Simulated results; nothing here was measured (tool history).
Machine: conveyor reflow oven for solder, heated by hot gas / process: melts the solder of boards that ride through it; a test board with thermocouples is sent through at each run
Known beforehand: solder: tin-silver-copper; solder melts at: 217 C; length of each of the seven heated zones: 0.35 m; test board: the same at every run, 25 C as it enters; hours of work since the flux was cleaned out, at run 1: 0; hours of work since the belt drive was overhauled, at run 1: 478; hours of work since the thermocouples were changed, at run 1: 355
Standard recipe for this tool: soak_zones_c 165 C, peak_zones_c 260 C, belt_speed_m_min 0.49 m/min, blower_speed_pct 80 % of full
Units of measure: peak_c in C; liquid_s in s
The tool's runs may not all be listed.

run	day	soak_zones_c	peak_zones_c	belt_speed_m_min	blower_speed_pct	hours of work since the flux was cleaned out	hours of work since the belt drive was overhauled	hours of work since the thermocouples were changed	peak_c	liquid_s
1	0	165	260	0.49	80	0	478	355	245.3	57
2	1.746	165	260	0.49	80	27	506	382	246.1	57.5
3	4.917	165	260	0.49	80	77	556	432	246.1	56.4
4	7.012	165	260	0.49	80	110	588	465	245.7	55.8
5	8.683	165	260	0.406	80	136	615	491	249.8	76.8
6	10.762	165	260	0.406	80	169	647	524	250.1	75.5
# day 12.779: flux residue cleaned out of gas plates and filters
7	14.117	165	260	0.406	80	21	697	573	249.9	77.9
8	16.079	165	263	0.406	80	52	727	604	253.6	78.5
9	17.712	165	263	0.406	80	77	753	629	252.8	78.6
10	20.942	157	260	0.49	80	128	804	680	243.7	52
# day 22.608: belt drive overhauled, speed set with a stopwatch
11	24.183	157	260	0.49	80	176	25	728	242	48.7
# day 25.742: flux residue cleaned out of gas plates and filters
12	26.646	154	260	0.565	86	14	60	764	239.5	38
13	28.229	168	261	0.482	71	39	85	788	245.6	57.5
14	31.596	168	261	0.482	71	92	138	841	244.5	56.7
15	33.283	162	260	0.408	80	118	164	868	248.6	70.2
# day 35.854: thermocouples of zones 6 and 7 changed
16	36.692	162	260	0.408	80	170	216	13	249	71.8
# day 38.646: flux residue cleaned out of gas plates and filters
17	40.233	171	260	0.39	80	25	269	65	252	83.1
18	41.967	171	260	0.576	64	52	296	93	239.1	39.1
19	43.979	165	260	0.422	80	84	327	124	249	71.1

Measured result minus the same run's result without the hidden state. Both carry the same run-to-run variation, though not necessarily the same gauge scatter:
Hidden conditions of the tool in this case: heat that the gas passes to the board, % of a clean oven's; belt's true speed, % of the reading; true gas temperature in zones 6 and 7 over the reading, C; drift of the gauge itself on peak_c, C; drift of the gauge itself on liquid_s, %.
run	peak_c	liquid_s
1	-0.2	+0.7
2	-0.4	+0.4
3	-0.9	-0.2
4	-1.2	-0.6
5	-1.3	-0.5
6	-1.6	-0.8
7	-0.6	+0.8
8	-0.9	+0.6
9	-1.1	+0.4
10	-1.8	-1.1
11	-3	-3.9
12	-1.5	-1.7
13	-1.6	-1.7
14	-2.2	-2.4
15	-2.4	-2.6
16	-1.8	-2.3
17	-0.7	-0.3
18	-1	-1
19	-1.2	-1
